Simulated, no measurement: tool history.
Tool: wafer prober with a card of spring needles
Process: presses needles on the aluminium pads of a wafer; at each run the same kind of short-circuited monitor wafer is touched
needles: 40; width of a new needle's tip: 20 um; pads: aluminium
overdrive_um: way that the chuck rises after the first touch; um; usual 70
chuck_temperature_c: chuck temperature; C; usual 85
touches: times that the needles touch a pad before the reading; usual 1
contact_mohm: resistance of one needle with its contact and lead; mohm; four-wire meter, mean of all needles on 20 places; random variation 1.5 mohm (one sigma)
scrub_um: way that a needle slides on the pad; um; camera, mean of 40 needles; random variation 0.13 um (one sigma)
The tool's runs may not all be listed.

run   hour  overdrive_um  chuck_temperature_c  touches  contact_mohm  scrub_um
  1    0.0            70                   85        1           142     15.36
  2    7.6            70                  107        1           142     15.07
  3   15.7            84                   85        1           139     18.37
  4   21.8            84                   85        1           137     18.58
  5   28.2            70                   85        1           139     15.34
  6   36.9            70                   85        2           139     15.40
  7   43.9            70                   85        2           143     15.32
  8   55.0            89                   30        2           132     19.83
  9   64.5            86                   30        3           132     19.02
 10   73.4            86                   30        3           129     18.99
 11   87.1            86                   30        3           127     18.86
 12  100.7            86                   30        3           130     19.17

Taken out of this log: 7 entries between the listed runs. Where each belongs, and how the hidden state differs across it:
Between runs 2 and 3: tips cleaned on abrasive film (hour 14.0)
  debris on the tips, nm: 0.3 -> 0.1
Between runs 4 and 5: tips cleaned on abrasive film (hour 27.2)
  debris on the tips, nm: 0.3 -> 0.1
Between runs 6 and 7: tips cleaned on abrasive film (hour 41.2)
  debris on the tips, nm: 0.3 -> 0.1
Between runs 7 and 8: tips cleaned on abrasive film (hour 54.3)
  no hidden state differs between the two runs
Between runs 9 and 10: tips cleaned on abrasive film (hour 67.9)
  debris on the tips, nm: 0.3 -> 0.2
Between runs 10 and 11: tips cleaned on abrasive film (hour 81.4)
  no hidden state differs between the two runs
Between runs 11 and 12: tips cleaned on abrasive film (hour 95.1)
  no hidden state differs between the two runs
